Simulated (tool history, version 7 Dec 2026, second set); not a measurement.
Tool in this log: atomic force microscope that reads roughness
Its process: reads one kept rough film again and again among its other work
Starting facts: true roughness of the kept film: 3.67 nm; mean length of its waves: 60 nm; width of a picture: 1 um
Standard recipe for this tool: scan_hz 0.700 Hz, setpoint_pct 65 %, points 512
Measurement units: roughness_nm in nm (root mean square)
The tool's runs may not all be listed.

Run 1, hour 0.0: usual settings. Result: roughness_nm 3.255 nm (root mean square).
Run 2, hour 10.9: usual settings. Result: roughness_nm 3.234 nm (root mean square).
At hour 19.9: new tip fitted.
Run 3, hour 21.9: usual settings. Result: roughness_nm 3.447 nm (root mean square).
Run 4, hour 29.6: usual settings. Result: roughness_nm 3.444 nm (root mean square).
Run 5, hour 41.3: usual settings. Result: roughness_nm 3.393 nm (root mean square).
Run 6, hour 47.4: usual settings but scan_hz 1.082 Hz. Result: roughness_nm 3.332 nm (root mean square).
Run 7, hour 54.1: usual settings but scan_hz 1.727 Hz. Result: roughness_nm 3.259 nm (root mean square).
Run 8, hour 63.4: usual settings but scan_hz 1.667 Hz. Result: roughness_nm 3.238 nm (root mean square).
Run 9, hour 74.9: usual settings but scan_hz 1.667 Hz. Result: roughness_nm 3.195 nm (root mean square).
Run 10, hour 84.7: usual settings but scan_hz 1.667 Hz. Result: roughness_nm 3.173 nm (root mean square).
Run 11, hour 95.7: usual settings but setpoint_pct 57 %. Result: roughness_nm 3.273 nm (root mean square).
At hour 97.8: new tip fitted.
Run 12, hour 103.1: usual settings but setpoint_pct 57 %. Result: roughness_nm 3.501 nm (root mean square).
Run 13, hour 110.5: usual settings. Result: roughness_nm 3.422 nm (root mean square).
Run 14, hour 119.7: usual settings but points 257. Result: roughness_nm 3.374 nm (root mean square).
Run 15, hour 128.5: usual settings. Result: roughness_nm 3.372 nm (root mean square).
Run 16, hour 135.5: usual settings. Result: roughness_nm 3.352 nm (root mean square).
Run 17, hour 144.5: usual settings. Result: roughness_nm 3.321 nm (root mean square).
Run 18, hour 150.0: usual settings but points 794. Result: roughness_nm 3.311 nm (root mean square).
Run 19, hour 160.5: usual settings but points 794. Result: roughness_nm 3.275 nm (root mean square).
Run 20, hour 170.5: usual settings but points 794. Result: roughness_nm 3.244 nm (root mean square).
At hour 175.5: new tip fitted.
Run 21, hour 181.2: usual settings but points 794. Result: roughness_nm 3.456 nm (root mean square).
Run 22, hour 188.1: usual settings. Result: roughness_nm 3.404 nm (root mean square).
Run 23, hour 198.8: usual settings but setpoint_pct 62 %. Result: roughness_nm 3.427 nm (root mean square).
Run 24, hour 205.7: usual settings but scan_hz 2.047 Hz, setpoint_pct 57 %, points 584. Result: roughness_nm 3.311 nm (root mean square).
Run 25, hour 216.0: usual settings but scan_hz 2.047 Hz, setpoint_pct 77 %, points 330. Result: roughness_nm 2.982 nm (root mean square).
Run 26, hour 225.2: usual settings but scan_hz 1.016 Hz, setpoint_pct 77 %, points 587. Result: roughness_nm 3.159 nm (root mean square).
Run 27, hour 234.0: usual settings but scan_hz 0.712 Hz, setpoint_pct 75 %, points 669. Result: roughness_nm 3.213 nm (root mean square).
Run 28, hour 242.6: usual settings but points 852. Result: roughness_nm 3.280 nm (root mean square).
At hour 253.1: new tip fitted.
Run 29, hour 253.4: usual settings but points 852. Result: roughness_nm 3.449 nm (root mean square).
Run 30, hour 258.3: usual settings but scan_hz 1.827 Hz, setpoint_pct 56 %, points 721. Result: roughness_nm 3.387 nm (root mean square).
Run 31, hour 264.1: usual settings but scan_hz 1.827 Hz, setpoint_pct 56 %, points 721. Result: roughness_nm 3.358 nm (root mean square).
Run 32, hour 269.2: usual settings but scan_hz 0.514 Hz, setpoint_pct 81 %, points 415. Result: roughness_nm 3.355 nm (root mean square).
Run 33, hour 274.9: usual settings but scan_hz 0.687 Hz, setpoint_pct 60 %, points 993. Result: roughness_nm 3.442 nm (root mean square).
Run 34, hour 285.6: usual settings but scan_hz 0.687 Hz, setpoint_pct 60 %, points 993. Result: roughness_nm 3.426 nm (root mean square).
Run 35, hour 293.0: usual settings but points 419. Result: roughness_nm 3.321 nm (root mean square).
Run 36, hour 302.5: usual settings but setpoint_pct 73 %, points 513. Result: roughness_nm 3.269 nm (root mean square).
Run 37, hour 314.2: usual settings but setpoint_pct 73 %, points 513. Result: roughness_nm 3.216 nm (root mean square).
Run 38, hour 324.2: usual settings but setpoint_pct 73 %, points 513. Result: roughness_nm 3.176 nm (root mean square).
At hour 330.6: new tip fitted.
Run 39, hour 331.9: usual settings but setpoint_pct 72 %, points 317. Result: roughness_nm 3.441 nm (root mean square).
Run 40, hour 339.4: usual settings but setpoint_pct 80 %, points 434. Result: roughness_nm 3.311 nm (root mean square).
Run 41, hour 349.9: usual settings but scan_hz 0.929 Hz, points 371. Result: roughness_nm 3.371 nm (root mean square).
Run 42, hour 354.9: usual settings but scan_hz 0.929 Hz, points 371. Result: roughness_nm 3.350 nm (root mean square).
Run 43, hour 365.4: usual settings but scan_hz 1.695 Hz, points 463. Result: roughness_nm 3.239 nm (root mean square).
Run 44, hour 376.2: usual settings but scan_hz 0.590 Hz, setpoint_pct 59 %. Result: roughness_nm 3.368 nm (root mean square).
Run 45, hour 381.3: usual settings but scan_hz 2.406 Hz, setpoint_pct 59 %, points 257. Result: roughness_nm 3.196 nm (root mean square).

5 ways to go on from here, each from the tool as it stands after run 45. What would each give?
Run A, hour 392.8: usual settings but setpoint_pct 90 %. Result: roughness_nm ?.
Run B, hour 392.8: usual settings but scan_hz 1.319 Hz, setpoint_pct 55 %, points 497. Result: roughness_nm ?.
Run C, hour 392.8: usual settings but scan_hz 0.548 Hz, setpoint_pct 59 %, points 321. Result: roughness_nm ?.
Run D, hour 392.8: usual settings but points 503. Result: roughness_nm ?.
Run E, hour 392.8: usual settings but scan_hz 2.406 Hz, setpoint_pct 59 %, points 389. Result: roughness_nm ?.

run  roughness_nm
  A         3.091
  B         3.297
  C         3.310
  D         3.273
  E         3.176
What these runs would have given with no unlogged condition in the tool:
run  roughness_nm
  A         3.278
  B         3.497
  C         3.510
  D         3.471
  E         3.368

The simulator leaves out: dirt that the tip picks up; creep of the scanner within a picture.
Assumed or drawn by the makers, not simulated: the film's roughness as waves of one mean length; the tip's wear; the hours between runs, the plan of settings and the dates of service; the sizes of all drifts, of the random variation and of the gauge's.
